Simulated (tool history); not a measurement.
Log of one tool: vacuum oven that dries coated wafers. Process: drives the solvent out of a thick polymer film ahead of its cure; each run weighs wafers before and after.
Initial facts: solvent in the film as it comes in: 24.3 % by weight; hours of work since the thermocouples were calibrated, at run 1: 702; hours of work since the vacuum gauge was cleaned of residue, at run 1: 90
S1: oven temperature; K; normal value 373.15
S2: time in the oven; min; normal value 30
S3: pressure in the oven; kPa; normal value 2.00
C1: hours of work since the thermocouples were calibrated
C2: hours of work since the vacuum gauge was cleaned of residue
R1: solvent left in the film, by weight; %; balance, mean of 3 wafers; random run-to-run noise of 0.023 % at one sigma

run   hour      S1  S2    S3   C1   C2    R1
  1    0.0  373.15  30  2.00  702   90  1.96
  2    8.9  373.15  30  2.00  706   95  1.96
  3   22.8  373.15  30  2.00  713  102  1.97
  4   31.6  373.15  30  2.00  717  106  2.04
  5   41.1  373.15  30  2.00  722  111  1.97
  6   55.1  373.15  30  2.00  729  118  1.97
  7   61.0  360.15  30  2.00  732  121  6.32
  8   67.4  360.15  30  2.00  735  124  6.34
  9   77.9  373.15  30  2.00  741  129  1.98
 10   84.5  373.15  30  2.00  744  133  2.01
 11   97.1  373.15  30  2.00  750  139  2.01
 12  105.6  373.15  30  2.00  754  143  2.02
 13  116.9  373.15  30  2.00  760  149  2.05
 14  123.5  373.15  30  2.00  763  152  2.04
 15  130.3  371.15  39  2.00  767  155  1.68
 16  143.9  371.15  39  2.00  774  162  1.65
 17  153.4  371.15  39  2.00  778  167  1.69
 18  160.1  371.15  41  2.11  782  170  1.58
 19  173.1  371.15  41  2.11  788  177  1.61
 20  183.7  371.15  41  2.11  793  182  1.65
 21  197.0  371.15  41  2.11  800  189  1.62
 22  207.6  381.15  41  2.11  805  194  0.74
 23  214.8  385.15  42  1.98  809  198  0.61
 24  222.1  366.15  34  5.22  813  201  5.06
 25  235.2  366.15  34  5.22  819  208  5.04
 26  248.3  366.15  34  5.22  826  214  5.03

Alternative continuations, all from the tool just after run 26; predict every row:
  A  256.0  360.15  19  5.22  829  218   ?
  B  256.0  385.15  28  1.02  829  218   ?
  C  256.0  373.15  43  2.00  829  218   ?
  D  256.0  361.15  30  2.00  829  218   ?

run     R1
  A  11.08
  B   0.42
  C   1.23
  D   5.98
Take away the tool's hidden state, keep each run's random variation, and the runs would have read:
run    R1
  A  9.99
  B  0.32
  C  0.99
  D  5.01
